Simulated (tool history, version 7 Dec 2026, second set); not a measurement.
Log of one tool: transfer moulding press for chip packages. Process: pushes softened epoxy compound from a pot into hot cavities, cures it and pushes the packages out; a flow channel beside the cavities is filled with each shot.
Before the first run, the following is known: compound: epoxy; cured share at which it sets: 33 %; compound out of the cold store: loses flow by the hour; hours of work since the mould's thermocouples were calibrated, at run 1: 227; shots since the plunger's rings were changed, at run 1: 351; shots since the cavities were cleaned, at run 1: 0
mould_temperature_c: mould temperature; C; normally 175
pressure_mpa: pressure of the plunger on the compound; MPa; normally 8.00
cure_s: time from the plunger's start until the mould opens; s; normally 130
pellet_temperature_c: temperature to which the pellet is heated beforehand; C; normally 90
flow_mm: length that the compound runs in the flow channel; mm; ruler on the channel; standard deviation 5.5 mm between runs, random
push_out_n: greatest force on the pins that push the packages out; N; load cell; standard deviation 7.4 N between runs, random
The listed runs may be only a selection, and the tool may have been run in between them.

| run | hour | mould_temperature_c | pressure_mpa | cure_s | pellet_temperature_c | hours of work since the mould's thermocouples were calibrated | shots since the plunger's rings were changed | shots since the cavities were cleaned | incoming compound's hours out of the cold store | flow_mm | push_out_n |
|---|---|---|---|---|---|---|---|---|---|---|---|
| 1 | 0.0 | 175 | 8.00 | 130 | 90 | 227 | 351 | 0 | 35.2 | 521 | 302 |
| 2 | 18.8 | 175 | 8.00 | 130 | 90 | 238 | 517 | 166 | 24.0 | 551 | 360 |
| 3 | 32.1 | 175 | 8.00 | 130 | 90 | 247 | 635 | 284 | 34.7 | 503 | 388 |
| 4 | 42.0 | 175 | 8.00 | 130 | 90 | 253 | 723 | 372 | 45.8 | 477 | 418 |
| 5 | 52.2 | 175 | 8.00 | 130 | 90 | 259 | 812 | 461 | 19.3 | 573 | 435 |
| 6 | 64.5 | 175 | 8.00 | 130 | 90 | 267 | 921 | 570 | 14.9 | 580 | 460 |
|  | 75.9 | cavities cleaned with cleaning compound and waxed |
| 7 | 83.0 | 175 | 8.00 | 130 | 90 | 277 | 1071 | 62 | 30.1 | 522 | 332 |
| 8 | 102.4 | 175 | 8.00 | 130 | 90 | 289 | 1243 | 234 | 19.0 | 563 | 400 |
| 9 | 111.4 | 174 | 8.00 | 130 | 90 | 295 | 1323 | 314 | 35.0 | 508 | 402 |
|  | 115.0 | mould's thermocouples calibrated |
| 10 | 123.1 | 175 | 8.00 | 130 | 90 | 5 | 1408 | 399 | 24.6 | 548 | 427 |
| 11 | 143.7 | 171 | 6.11 | 130 | 90 | 18 | 1590 | 581 | 13.5 | 511 | 537 |
|  | 153.5 | cavities cleaned with cleaning compound and waxed |
| 12 | 154.2 | 175 | 6.42 | 123 | 86 | 23 | 1670 | 7 | 26.2 | 481 | 308 |
| 13 | 165.8 | 175 | 8.00 | 130 | 100 | 30 | 1772 | 109 | 8.9 | 598 | 369 |
| 14 | 174.7 | 174 | 7.70 | 117 | 99 | 36 | 1852 | 189 | 44.4 | 463 | 391 |
| 15 | 193.4 | 175 | 6.04 | 130 | 90 | 47 | 2017 | 354 | 33.4 | 446 | 399 |
| 16 | 207.6 | 175 | 8.97 | 130 | 91 | 56 | 2142 | 479 | 11.5 | 631 | 440 |
|  | 226.3 | mould's thermocouples calibrated, once more |
| 17 | 227.1 | 175 | 8.97 | 130 | 91 | 1 | 2297 | 634 | 34.7 | 537 | 460 |
|  | 230.3 | cavities cleaned with cleaning compound and waxed |
| 18 | 248.0 | 175 | 8.97 | 130 | 91 | 12 | 2468 | 156 | 28.4 | 551 | 367 |
| 19 | 261.3 | 175 | 8.97 | 130 | 91 | 21 | 2586 | 274 | 22.0 | 570 | 386 |

Branching from run 19: 4 alternative next runs. What would each branch give?
| A | 278.4 | 178 | 8.96 | 130 | 90 | 31 | 2737 | 425 | 12.7 | ? | ? |
| B | 278.4 | 174 | 8.00 | 130 | 97 | 31 | 2737 | 425 | 28.9 | ? | ? |
| C | 278.4 | 172 | 8.00 | 130 | 88 | 31 | 2737 | 425 | 18.1 | ? | ? |
| D | 278.4 | 175 | 7.03 | 130 | 90 | 31 | 2737 | 425 | 21.8 | ? | ? |

| run | flow_mm | push_out_n |
|---|---|---|
| A | 600 | 410 |
| B | 520 | 415 |
| C | 565 | 470 |
| D | 510 | 445 |
Stripped of hidden state, with their random variation kept, the same runs would have yielded:
| run | flow_mm | push_out_n |
|---|---|---|
| A | 632 | 299 |
| B | 548 | 303 |
| C | 595 | 346 |
| D | 537 | 325 |

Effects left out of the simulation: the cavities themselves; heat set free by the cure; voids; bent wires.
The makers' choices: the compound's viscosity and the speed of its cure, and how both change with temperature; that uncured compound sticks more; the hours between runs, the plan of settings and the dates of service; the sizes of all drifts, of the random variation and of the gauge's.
